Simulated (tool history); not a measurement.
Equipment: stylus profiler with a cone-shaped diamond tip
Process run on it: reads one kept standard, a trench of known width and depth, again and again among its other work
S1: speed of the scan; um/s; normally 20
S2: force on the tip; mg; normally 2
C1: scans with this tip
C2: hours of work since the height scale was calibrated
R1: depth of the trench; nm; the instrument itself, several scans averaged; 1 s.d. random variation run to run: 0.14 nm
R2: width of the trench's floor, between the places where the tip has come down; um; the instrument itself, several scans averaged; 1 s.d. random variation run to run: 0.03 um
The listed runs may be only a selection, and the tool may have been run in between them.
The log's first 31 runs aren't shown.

run 32 hour=588.5 | S1=7 S2=1.01 | C1=3915 C2=787 | R1=502.49 R2=25.69
run 33 hour=608.9 | S1=7 S2=4.4 | C1=3972 C2=799 | R1=508.76 R2=25.7
run 34 hour=625.4 | S1=20 S2=2.56 | C1=4018 C2=808 | R1=505.78 R2=25.59
run 35 hour=648.8 | S1=6 S2=4.14 | C1=4083 C2=821 | R1=508.38 R2=25.63
run 36 hour=667.4 | S1=49 S2=1.43 | C1=4136 C2=832 | R1=503.48 R2=25.29
run 37 hour=692.8 | S1=14 S2=2.84 | C1=4207 C2=846 | R1=506.14 R2=25.56
run 38 hour=718 | S1=20 S2=1.99 | C1=4277 C2=860 | R1=504.6 R2=25.51
run 39 hour=744.5 | S1=20 S2=1.99 | C1=4352 C2=875 | R1=504.36 R2=25.51
run 40 hour=758.8 | S1=5 S2=0.81 | C1=4392 C2=883 | R1=501.9 R2=25.51
run 41 hour=780.2 | S1=6 S2=5.48 | C1=4452 C2=895 | R1=510.51 R2=25.61
run 42 hour=807.1 | S1=20 S2=5.21 | C1=4527 C2=910 | R1=509.98 R2=25.51
run 43 hour=823.6 | S1=20 S2=5.21 | C1=4573 C2=920 | R1=510.06 R2=25.46
run 44 hour=848.6 | S1=20 S2=5.21 | C1=4643 C2=934 | R1=509.8 R2=25.48

The next listed run, before its measurement:
run 45 hour=866.2 | S1=19 S2=1.63 | C1=4693 C2=944 | R1=? R2=?

For run 45 the tool returned R1 503.69 nm, R2 25.36 um.
The same run, on a tool lacking any hidden state, would have yielded R1 505.23 nm, R2 26.83 um.

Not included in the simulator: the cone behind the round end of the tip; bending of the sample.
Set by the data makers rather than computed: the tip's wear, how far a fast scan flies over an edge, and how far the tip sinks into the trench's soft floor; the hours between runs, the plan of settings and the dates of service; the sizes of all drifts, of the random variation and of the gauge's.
